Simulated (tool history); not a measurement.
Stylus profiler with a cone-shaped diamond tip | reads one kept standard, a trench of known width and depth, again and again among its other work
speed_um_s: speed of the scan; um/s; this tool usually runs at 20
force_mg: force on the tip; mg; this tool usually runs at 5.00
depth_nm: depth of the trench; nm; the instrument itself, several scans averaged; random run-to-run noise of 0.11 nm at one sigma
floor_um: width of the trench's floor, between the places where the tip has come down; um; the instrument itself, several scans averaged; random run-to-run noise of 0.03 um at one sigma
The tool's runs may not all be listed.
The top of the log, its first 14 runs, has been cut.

| run | hour | speed_um_s | force_mg | scans with this tip | hours of work since the height scale was calibrated | depth_nm | floor_um |
|---|---|---|---|---|---|---|---|
| 15 | 386.0 | 20 | 5.00 | 6104 | 1047 | 206.10 | 17.43 |
| 16 | 407.5 | 20 | 5.00 | 6190 | 1062 | 206.11 | 17.38 |
| 17 | 429.4 | 20 | 10.48 | 6277 | 1077 | 209.52 | 17.45 |
| 18 | 452.9 | 20 | 4.50 | 6372 | 1093 | 205.70 | 17.39 |
| 19 | 472.7 | 20 | 14.73 | 6451 | 1106 | 211.67 | 17.39 |
| 20 | 494.6 | 20 | 14.73 | 6539 | 1122 | 212.07 | 17.47 |
| 21 | 516.5 | 7 | 14.73 | 6626 | 1137 | 211.91 | 17.43 |
| 22 | 548.8 | 41 | 5.00 | 6756 | 1159 | 206.16 | 17.33 |
| 23 | 569.7 | 25 | 7.84 | 6839 | 1173 | 208.20 | 17.34 |
| 24 | 587.5 | 17 | 6.73 | 6911 | 1185 | 207.31 | 17.37 |
| 25 | 614.0 | 7 | 2.41 | 7017 | 1204 | 204.28 | 17.36 |
| 26 | 645.1 | 7 | 5.08 | 7142 | 1225 | 206.20 | 17.45 |
| 27 | 669.8 | 7 | 5.08 | 7240 | 1242 | 206.54 | 17.42 |
| 28 | 706.1 | 42 | 2.30 | 7386 | 1267 | 204.50 | 17.09 |
| 29 | 726.8 | 42 | 2.30 | 7469 | 1281 | 204.26 | 17.10 |
| 30 | 754.5 | 36 | 3.68 | 7580 | 1300 | 205.30 | 17.21 |
| 31 | 784.0 | 21 | 11.69 | 7698 | 1320 | 210.22 | 17.33 |
| 32 | 811.5 | 21 | 11.69 | 7808 | 1339 | 210.36 | 17.33 |
| 33 | 838.1 | 19 | 2.22 | 7914 | 1357 | 204.19 | 17.22 |
| 34 | 868.9 | 60 | 1.68 | 8038 | 1379 | 203.75 | 16.87 |
| 35 | 895.0 | 21 | 2.10 | 8142 | 1397 | 204.00 | 17.22 |
| 36 | 923.4 | 9 | 5.00 | 8256 | 1416 | 206.37 | 17.29 |

Run 37, settings as shown, results not yet in. Your forecast:
| 37 | 943.9 | 9 | 5.00 | 8338 | 1430 | ? | ? |

Run 37 measured depth_nm 206.39 nm, floor_um 17.34 um.
On a tool with no hidden condition, and with the same random variation, this run would have come out at depth_nm 205.22 nm, floor_um 18.03 um.

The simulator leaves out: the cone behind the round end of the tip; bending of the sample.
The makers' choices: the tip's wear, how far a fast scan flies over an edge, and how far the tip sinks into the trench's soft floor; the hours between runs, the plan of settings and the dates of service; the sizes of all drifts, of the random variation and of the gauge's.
